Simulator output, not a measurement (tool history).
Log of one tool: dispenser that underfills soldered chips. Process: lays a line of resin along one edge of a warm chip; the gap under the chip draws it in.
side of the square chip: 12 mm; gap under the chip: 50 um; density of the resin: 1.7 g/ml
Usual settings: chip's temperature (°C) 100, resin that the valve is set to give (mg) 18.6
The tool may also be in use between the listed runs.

run,hour,chip's temperature (°C),resin that the valve is set to give (mg),time until the resin shows at the far edge (s),resin that the valve gave (mg)
1,0.0,100,18.6,68.9,18.00
2,6.5,100,18.6,82.3,17.79
# hour 8.5: new syringe of resin
3,10.8,100,18.6,63.7,17.88
4,15.5,101,18.6,70.2,17.84
5,19.3,101,18.6,75.3,17.92
# hour 22.3: new syringe of resin
6,23.6,101,18.6,58.6,17.70
# hour 28.6: dispensing valve cleaned and set on the balance
7,29.0,101,18.6,66.3,18.63
8,35.3,101,18.6,78.6,18.49
# hour 37.3: new syringe of resin
9,40.3,101,18.6,61.3,18.37
10,44.7,100,18.6,70.4,18.52
# hour 51.3: new syringe of resin
11,52.0,100,18.6,58.5,18.37
12,56.1,108,18.6,49.4,18.42
13,59.2,108,18.6,53.5,18.30
# hour 65.3: new syringe of resin
14,66.4,108,18.6,45.7,18.12
15,71.0,108,18.6,51.6,18.17
16,76.5,92,18.6,110.3,17.96
# hour 79.0: new syringe of resin
17,83.1,92,18.6,91.4,17.91
18,87.4,100,18.6,73.3,17.94
19,92.2,106,19.4,68.1,18.59
# hour 93.0: new syringe of resin
20,97.6,102,22.9,60.9,21.79
21,104.2,93,22.1,102.6,20.88
# hour 107.1: dispensing valve cleaned and set on the balance
# hour 108.2: new syringe of resin
22,109.2,104,23.7,50.6,23.62
23,113.3,104,23.7,57.8,23.66
24,117.6,99,18.5,80.0,18.43
# hour 122.5: new syringe of resin
25,124.7,115,18.5,35.5,18.25
26,130.6,103,20.2,65.1,19.93
# hour 136.3: new syringe of resin
27,137.7,98,18.6,65.4,18.13
28,142.0,98,18.6,74.4,18.12
29,145.6,110,21.4,51.6,20.72
# hour 150.1: new syringe of resin
30,150.2,100,18.2,57.6,17.64
31,153.4,100,18.2,65.1,17.48
32,160.3,110,16.8,54.1,16.08
# hour 164.0: new syringe of resin
33,165.2,110,16.8,42.6,16.20
34,168.8,100,21.0,66.5,20.15
35,174.8,100,21.0,77.7,20.14

Measured less the same run without the tool's hidden state. The same run-to-run variation is in both; the gauge's scatter may not be:
The hidden state here: resin's viscosity, % of fresh resin's; dose that the valve gives, % of what is set; true chip temperature over the reading, C; drift of the gauge itself on fill_s, %; drift of the gauge itself on given_mg, %.
run,time until the resin shows at the far edge (s),resin that the valve gave (mg)
1,+9.4,-0.56
2,+22.8,-0.64
3,+3.4,-0.70
4,+11.9,-0.77
5,+19.0,-0.82
6,+1.3,-0.88
7,+8.4,+0.00
8,+20.8,-0.10
9,+3.9,-0.15
10,+11.9,-0.21
11,-0.4,-0.30
12,+5.0,-0.35
13,+9.4,-0.39
14,+1.2,-0.46
15,+7.4,-0.52
16,+28.8,-0.58
17,+9.1,-0.67
18,+14.7,-0.73
19,+20.2,-0.82
20,+6.9,-1.05
21,+26.7,-1.12
22,+1.0,-0.02
23,+7.1,-0.08
24,+17.7,-0.12
25,+1.6,-0.21
26,+12.1,-0.30
27,+1.5,-0.38
28,+9.8,-0.44
29,+11.1,-0.55
30,-1.1,-0.53
31,+4.3,-0.57
32,+12.6,-0.61
33,+1.3,-0.66
34,+7.8,-0.87
35,+19.5,-0.96
